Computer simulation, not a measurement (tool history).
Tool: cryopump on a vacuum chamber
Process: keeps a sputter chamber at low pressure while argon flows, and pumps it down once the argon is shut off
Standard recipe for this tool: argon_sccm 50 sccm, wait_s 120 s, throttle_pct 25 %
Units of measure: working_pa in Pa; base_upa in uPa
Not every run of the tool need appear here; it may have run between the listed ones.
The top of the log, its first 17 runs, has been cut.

| run | hour | argon_sccm | wait_s | throttle_pct | hours of work since the pump was warmed up and emptied | hours of work since the cold head was overhauled | hours of work since the chamber's fittings were tightened | working_pa | base_upa |
|---|---|---|---|---|---|---|---|---|---|
| 18 | 272.3 | 74 | 120 | 25 | 350 | 921 | 1372 | 0.2772 | 1.57 |
| 19 | 290.4 | 74 | 120 | 25 | 365 | 936 | 1387 | 0.2800 | 1.56 |
| 20 | 301.7 | 74 | 120 | 25 | 375 | 946 | 1397 | 0.2770 | 1.51 |
| 21 | 315.9 | 57 | 66 | 35 | 387 | 958 | 1409 | 0.1544 | 2.07 |
| 22 | 333.4 | 57 | 66 | 35 | 401 | 972 | 1423 | 0.1556 | 2.07 |
| 23 | 348.6 | 52 | 120 | 16 | 414 | 985 | 1436 | 0.3039 | 1.58 |
| 24 | 370.8 | 52 | 120 | 16 | 432 | 1003 | 1455 | 0.3068 | 1.63 |
| 25 | 386.5 | 20 | 96 | 19 | 446 | 1017 | 1468 | 0.0976 | 1.75 |
| 26 | 409.9 | 20 | 96 | 19 | 465 | 1036 | 1487 | 0.0995 | 1.81 |
| 27 | 431.7 | 66 | 168 | 25 | 483 | 1054 | 1505 | 0.2522 | 1.49 |
| 28 | 441.4 | 66 | 168 | 25 | 491 | 1062 | 1514 | 0.2525 | 1.49 |
| 29 | 465.1 | 66 | 168 | 25 | 511 | 1082 | 1533 | 0.2514 | 1.53 |
| 30 | 486.8 | 66 | 168 | 25 | 529 | 1100 | 1551 | 0.2513 | 1.53 |
| 31 | 500.1 | 59 | 27 | 38 | 540 | 1111 | 1563 | 0.1514 | 3.75 |
| 32 | 510.3 | 45 | 120 | 25 | 549 | 1120 | 1571 | 0.1720 | 1.70 |
| 33 | 521.1 | 45 | 120 | 25 | 558 | 1129 | 1580 | 0.1722 | 1.73 |
|  | 531.8 | pump warmed up, emptied and cooled again |
| 34 | 541.5 | 45 | 120 | 25 | 8 | 1142 | 1593 | 0.1662 | 1.57 |

Predict each of these 4 candidate next runs independently; none follows another, all start after run 34:
| A | 552.6 | 62 | 73 | 51 | 17 | 1151 | 1602 | ? | ? |
| B | 552.6 | 20 | 120 | 25 | 17 | 1151 | 1602 | ? | ? |
| C | 552.6 | 80 | 35 | 31 | 17 | 1151 | 1602 | ? | ? |
| D | 552.6 | 45 | 34 | 25 | 17 | 1151 | 1602 | ? | ? |

| run | working_pa | base_upa |
|---|---|---|
| A | 0.1122 | 1.92 |
| B | 0.0749 | 1.58 |
| C | 0.2373 | 2.93 |
| D | 0.1648 | 3.06 |
With the hidden condition removed and each run's random variation left untouched, the same runs would have given:
| run | working_pa | base_upa |
|---|---|---|
| A | 0.1109 | 1.13 |
| B | 0.0745 | 0.79 |
| C | 0.2356 | 2.15 |
| D | 0.1639 | 2.27 |

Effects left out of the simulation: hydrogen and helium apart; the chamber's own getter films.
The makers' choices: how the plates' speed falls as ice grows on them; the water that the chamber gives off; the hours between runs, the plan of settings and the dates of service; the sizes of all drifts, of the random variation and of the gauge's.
